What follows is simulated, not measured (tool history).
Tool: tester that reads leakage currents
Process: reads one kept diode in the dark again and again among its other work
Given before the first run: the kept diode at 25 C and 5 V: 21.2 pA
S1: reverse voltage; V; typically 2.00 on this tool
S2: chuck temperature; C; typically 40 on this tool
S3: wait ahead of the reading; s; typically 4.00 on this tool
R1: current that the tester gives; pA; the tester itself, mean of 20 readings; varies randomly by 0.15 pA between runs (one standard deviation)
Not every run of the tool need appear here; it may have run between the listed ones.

run 1 day=0.000 | S1=2.00 S2=40 S3=4.00 | R1=47.21
run 2 day=1.054 | S1=2.00 S2=40 S3=4.00 | R1=46.98
run 3 day=2.258 | S1=2.00 S2=40 S3=4.00 | R1=46.95
run 4 day=3.229 | S1=2.20 S2=40 S3=4.00 | R1=49.54
run 5 day=4.096 | S1=2.00 S2=40 S3=2.05 | R1=46.83
run 6 day=5.133 | S1=2.00 S2=40 S3=3.74 | R1=46.58
run 7 day=6.308 | S1=9.26 S2=40 S3=4.00 | R1=115.77
run 8 day=6.888 | S1=9.26 S2=40 S3=4.00 | R1=116.13
run 9 day=7.621 | S1=1.82 S2=35 S3=0.33 | R1=30.02
run 10 day=8.829 | S1=1.82 S2=35 S3=2.76 | R1=29.65
run 11 day=9.558 | S1=2.00 S2=31 S3=4.00 | R1=23.17
run 12 day=10.458 | S1=2.00 S2=31 S3=4.00 | R1=22.83
run 13 day=11.254 | S1=3.60 S2=49 S3=0.33 | R1=128.71
run 14 day=12.250 | S1=3.60 S2=49 S3=0.33 | R1=128.85
run 15 day=12.925 | S1=3.60 S2=49 S3=0.33 | R1=128.77

Alternative continuations, all from the tool just after run 15; predict every row:
run A day=14.129 | S1=8.44 S2=22 S3=2.69 | R1=?
run B day=14.129 | S1=1.23 S2=49 S3=0.33 | R1=?
run C day=14.129 | S1=2.00 S2=40 S3=2.03 | R1=?
run D day=14.129 | S1=19.41 S2=22 S3=0.54 | R1=?
run E day=14.129 | S1=2.12 S2=59 S3=5.94 | R1=?

run=A R1=30.80
run=B R1=69.34
run=C R1=45.69
run=D R1=57.55
run=E R1=196.70
The same runs, with their run-to-run variation unchanged, on a tool lacking any hidden condition would have given:
run=A R1=21.90
run=B R1=71.37
run=C R1=45.68
run=D R1=36.28
run=E R1=203.56

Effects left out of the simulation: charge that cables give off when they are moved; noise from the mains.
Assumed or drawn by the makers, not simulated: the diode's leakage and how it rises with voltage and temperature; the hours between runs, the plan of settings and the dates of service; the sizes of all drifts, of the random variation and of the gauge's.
